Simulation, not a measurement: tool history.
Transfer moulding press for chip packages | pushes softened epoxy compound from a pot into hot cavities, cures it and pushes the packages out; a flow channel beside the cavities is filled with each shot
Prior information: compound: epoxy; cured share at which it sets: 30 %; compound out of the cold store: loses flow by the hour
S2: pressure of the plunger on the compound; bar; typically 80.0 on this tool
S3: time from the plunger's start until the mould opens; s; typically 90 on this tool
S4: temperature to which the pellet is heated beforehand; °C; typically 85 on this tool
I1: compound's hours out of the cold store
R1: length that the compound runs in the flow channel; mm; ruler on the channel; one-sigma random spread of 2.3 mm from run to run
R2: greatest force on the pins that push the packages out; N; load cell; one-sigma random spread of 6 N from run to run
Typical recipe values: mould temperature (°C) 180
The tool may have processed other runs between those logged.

run 1 hour=0.0 | mould_temperature_(°C)=180 S2=80.0 S3=90 S4=85 | I1=36.9 | R1=658 R2=297
-- hour=19.2 cavities cleaned with cleaning compound and waxed
-- hour=28.4 plunger's sealing rings changed
-- hour=59.2 cavities cleaned with cleaning compound and waxed
run 2 hour=67.7 | mould_temperature_(°C)=174 S2=80.0 S3=90 S4=85 | I1=8.1 | R1=779 R2=370
-- hour=97.3 cavities cleaned with cleaning compound and waxed
run 3 hour=113.5 | mould_temperature_(°C)=180 S2=80.0 S3=90 S4=85 | I1=25.3 | R1=707 R2=299
-- hour=136.5 cavities cleaned with cleaning compound and waxed
-- hour=173.7 cavities cleaned with cleaning compound and waxed
run 4 hour=196.5 | mould_temperature_(°C)=180 S2=80.0 S3=90 S4=85 | I1=8.3 | R1=757 R2=318
-- hour=210.6 cavities cleaned with cleaning compound and waxed
-- hour=250.7 cavities cleaned with cleaning compound and waxed
run 5 hour=256.2 | mould_temperature_(°C)=180 S2=80.0 S3=90 S4=85 | I1=25.6 | R1=694 R2=244
-- hour=286.4 cavities cleaned with cleaning compound and waxed
-- hour=295.8 plunger's sealing rings changed
-- hour=325.6 cavities cleaned with cleaning compound and waxed
run 6 hour=330.7 | mould_temperature_(°C)=180 S2=80.0 S3=90 S4=85 | I1=14.9 | R1=741 R2=253
-- hour=362.3 cavities cleaned with cleaning compound and waxed
run 7 hour=384.7 | mould_temperature_(°C)=178 S2=80.0 S3=90 S4=85 | I1=32.5 | R1=682 R2=323
-- hour=398.6 cavities cleaned with cleaning compound and waxed
-- hour=436.4 cavities cleaned with cleaning compound and waxed
-- hour=474.4 cavities cleaned with cleaning compound and waxed
run 8 hour=474.4 | mould_temperature_(°C)=180 S2=80.0 S3=90 S4=85 | I1=46.7 | R1=633 R2=221
-- hour=510.8 cavities cleaned with cleaning compound and waxed
run 9 hour=526.3 | mould_temperature_(°C)=180 S2=80.0 S3=90 S4=85 | I1=14.9 | R1=724 R2=287
-- hour=545.9 cavities cleaned with cleaning compound and waxed
-- hour=564.1 mould's thermocouples calibrated
-- hour=566.6 plunger's sealing rings changed
-- hour=584.7 cavities cleaned with cleaning compound and waxed
run 10 hour=610.3 | mould_temperature_(°C)=180 S2=80.0 S3=90 S4=85 | I1=43.5 | R1=655 R2=327
-- hour=619.9 cavities cleaned with cleaning compound and waxed
-- hour=656.2 cavities cleaned with cleaning compound and waxed
-- hour=692.2 cavities cleaned with cleaning compound and waxed
run 11 hour=701.7 | mould_temperature_(°C)=180 S2=80.0 S3=90 S4=85 | I1=34.8 | R1=679 R2=290
-- hour=732.0 cavities cleaned with cleaning compound and waxed
-- hour=767.6 cavities cleaned with cleaning compound and waxed
run 12 hour=767.6 | mould_temperature_(°C)=180 S2=80.0 S3=90 S4=85 | I1=24.7 | R1=698 R2=230
-- hour=801.8 cavities cleaned with cleaning compound and waxed
-- hour=831.1 plunger's sealing rings changed
-- hour=839.7 cavities cleaned with cleaning compound and waxed
run 13 hour=850.5 | mould_temperature_(°C)=180 S2=80.0 S3=90 S4=85 | I1=17.1 | R1=734 R2=289
-- hour=880.9 cavities cleaned with cleaning compound and waxed
run 14 hour=892.4 | mould_temperature_(°C)=180 S2=80.0 S3=90 S4=85 | I1=41.8 | R1=656 R2=277
-- hour=922.0 cavities cleaned with cleaning compound and waxed
run 15 hour=938.9 | mould_temperature_(°C)=180 S2=97.7 S3=90 S4=80 | I1=15.1 | R1=815 R2=293
-- hour=957.1 cavities cleaned with cleaning compound and waxed
-- hour=994.6 cavities cleaned with cleaning compound and waxed
run 16 hour=1023.3 | mould_temperature_(°C)=180 S2=76.8 S3=73 S4=80 | I1=34.9 | R1=658 R2=488
-- hour=1031.9 cavities cleaned with cleaning compound and waxed
-- hour=1066.4 cavities cleaned with cleaning compound and waxed
-- hour=1097.2 plunger's sealing rings changed
-- hour=1105.4 cavities cleaned with cleaning compound and waxed
run 17 hour=1113.1 | mould_temperature_(°C)=180 S2=76.8 S3=73 S4=80 | I1=32.3 | R1=675 R2=375
-- hour=1141.6 cavities cleaned with cleaning compound and waxed
-- hour=1180.7 cavities cleaned with cleaning compound and waxed
run 18 hour=1180.7 | mould_temperature_(°C)=180 S2=80.0 S3=81 S4=76 | I1=40.1 | R1=658 R2=257
-- hour=1215.9 cavities cleaned with cleaning compound and waxed
-- hour=1251.8 cavities cleaned with cleaning compound and waxed
run 19 hour=1264.6 | mould_temperature_(°C)=180 S2=95.7 S3=90 S4=85 | I1=34.2 | R1=735 R2=273
-- hour=1286.3 cavities cleaned with cleaning compound and waxed
-- hour=1321.9 cavities cleaned with cleaning compound and waxed
run 20 hour=1342.5 | mould_temperature_(°C)=176 S2=99.4 S3=95 S4=85 | I1=43.3 | R1=719 R2=314
-- hour=1356.3 cavities cleaned with cleaning compound and waxed
-- hour=1363.7 plunger's sealing rings changed
-- hour=1396.5 cavities cleaned with cleaning compound and waxed
run 21 hour=1414.9 | mould_temperature_(°C)=176 S2=99.4 S3=95 S4=85 | I1=41.7 | R1=739 R2=315
-- hour=1432.2 cavities cleaned with cleaning compound and waxed
run 22 hour=1461.1 | mould_temperature_(°C)=176 S2=99.4 S3=95 S4=85 | I1=33.8 | R1=763 R2=362
-- hour=1469.8 cavities cleaned with cleaning compound and waxed
-- hour=1504.8 cavities cleaned with cleaning compound and waxed
run 23 hour=1510.9 | mould_temperature_(°C)=176 S2=99.4 S3=95 S4=85 | I1=35.7 | R1=754 R2=254
-- hour=1542.8 cavities cleaned with cleaning compound and waxed
run 24 hour=1564.5 | mould_temperature_(°C)=176 S2=99.4 S3=95 S4=85 | I1=27.4 | R1=780 R2=317

What if the next run were any one of these 4? Each begins from the tool's condition after run 24:
-- hour=1580.0 cavities cleaned with cleaning compound and waxed
-- hour=1620.8 cavities cleaned with cleaning compound and waxed
-- hour=1630.5 plunger's sealing rings changed
run A hour=1632.1 | mould_temperature_(°C)=179 S2=98.5 S3=90 S4=89 | I1=42.6 | R1=? R2=?
-- hour=1580.0 cavities cleaned with cleaning compound and waxed
-- hour=1620.8 cavities cleaned with cleaning compound and waxed
-- hour=1630.5 plunger's sealing rings changed
run B hour=1632.1 | mould_temperature_(°C)=180 S2=70.6 S3=90 S4=87 | I1=44.5 | R1=? R2=?
-- hour=1580.0 cavities cleaned with cleaning compound and waxed
-- hour=1620.8 cavities cleaned with cleaning compound and waxed
-- hour=1630.5 plunger's sealing rings changed
run C hour=1632.1 | mould_temperature_(°C)=180 S2=80.0 S3=73 S4=77 | I1=46.9 | R1=? R2=?
-- hour=1580.0 cavities cleaned with cleaning compound and waxed
-- hour=1620.8 cavities cleaned with cleaning compound and waxed
-- hour=1630.5 plunger's sealing rings changed
run D hour=1632.1 | mould_temperature_(°C)=178 S2=80.0 S3=90 S4=86 | I1=42.2 | R1=? R2=?

run=A R1=725 R2=259
run=B R1=610 R2=260
run=C R1=639 R2=333
run=D R1=655 R2=271
With the hidden condition removed and each run's random variation left untouched, the same runs would have given:
run=A R1=734 R2=231
run=B R1=617 R2=231
run=C R1=646 R2=308
run=D R1=663 R2=243
